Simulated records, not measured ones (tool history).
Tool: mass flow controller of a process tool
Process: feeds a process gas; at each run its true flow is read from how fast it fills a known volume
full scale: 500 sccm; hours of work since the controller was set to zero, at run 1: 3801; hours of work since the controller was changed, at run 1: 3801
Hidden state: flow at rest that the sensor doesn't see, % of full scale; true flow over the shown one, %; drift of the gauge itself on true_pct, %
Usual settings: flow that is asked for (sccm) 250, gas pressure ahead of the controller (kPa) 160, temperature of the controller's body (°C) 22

| run | day | flow that is asked for (sccm) | gas pressure ahead of the controller (kPa) | temperature of the controller's body (°C) | hours of work since the controller was set to zero | hours of work since the controller was changed | true flow (%) |
|---|---|---|---|---|---|---|---|
| 1 | 0.000 | 250 | 160 | 22 | 3801 | 3801 | 99.97 |
| 2 | 7.433 | 250 | 160 | 22 | 3918 | 3918 | 99.93 |
| 3 | 14.421 | 250 | 160 | 22 | 4029 | 4029 | 99.92 |
| 4 | 24.612 | 250 | 160 | 22 | 4190 | 4190 | 99.90 |
|  | 31.100 | controller's zero set anew |
| 5 | 31.267 | 250 | 160 | 22 | 3 | 4294 | 99.90 |
| 6 | 40.138 | 250 | 147 | 22 | 143 | 4434 | 100.00 |
| 7 | 52.138 | 250 | 147 | 22 | 332 | 4623 | 99.86 |
| 8 | 57.900 | 250 | 147 | 22 | 423 | 4714 | 100.06 |
| 9 | 67.329 | 250 | 161 | 22 | 572 | 4863 | 99.78 |
| 10 | 75.654 | 250 | 161 | 22 | 703 | 4995 | 99.97 |
| 11 | 82.825 | 250 | 238 | 22 | 816 | 5108 | 99.70 |
| 12 | 91.658 | 250 | 160 | 22 | 956 | 5247 | 99.88 |
| 13 | 103.475 | 250 | 160 | 22 | 1142 | 5433 | 99.90 |
| 14 | 112.292 | 250 | 160 | 25 | 1281 | 5573 | 99.67 |
| 15 | 118.662 | 250 | 160 | 25 | 1382 | 5673 | 99.66 |
| 16 | 126.817 | 156 | 160 | 22 | 1510 | 5802 | 99.69 |
| 17 | 134.758 | 250 | 160 | 36 | 1636 | 5927 | 98.42 |
| 18 | 144.462 | 173 | 160 | 22 | 1789 | 6080 | 99.84 |
| 19 | 153.988 | 173 | 160 | 22 | 1939 | 6231 | 99.72 |
| 20 | 159.612 | 205 | 148 | 40 | 2028 | 6319 | 97.96 |
| 21 | 165.858 | 250 | 148 | 28 | 2126 | 6418 | 99.49 |
| 22 | 175.196 | 126 | 187 | 28 | 2274 | 6565 | 98.92 |
| 23 | 181.146 | 77 | 166 | 29 | 2367 | 6659 | 98.75 |
| 24 | 190.329 | 250 | 215 | 22 | 2512 | 6804 | 99.67 |
| 25 | 195.879 | 250 | 145 | 21 | 2600 | 6891 | 99.97 |
| 26 | 205.533 | 55 | 269 | 28 | 2752 | 7044 | 98.40 |
| 27 | 210.950 | 55 | 269 | 28 | 2838 | 7129 | 98.24 |
| 28 | 217.629 | 250 | 184 | 22 | 2943 | 7235 | 99.79 |
| 29 | 224.892 | 453 | 184 | 39 | 3058 | 7349 | 98.66 |
| 30 | 234.171 | 250 | 252 | 26 | 3204 | 7496 | 99.03 |
| 31 | 239.762 | 250 | 252 | 26 | 3292 | 7584 | 99.23 |
| 32 | 244.833 | 250 | 252 | 26 | 3372 | 7664 | 99.03 |
| 33 | 255.467 | 87 | 160 | 22 | 3540 | 7832 | 99.50 |

How the hidden state differs across the entries between the runs, from the last listed run before each to the first after it:
Between runs 4 and 5: controller's zero set anew (day 31.100)
  flow at rest that the sensor doesn't see, % of full scale: -0.003 -> 0
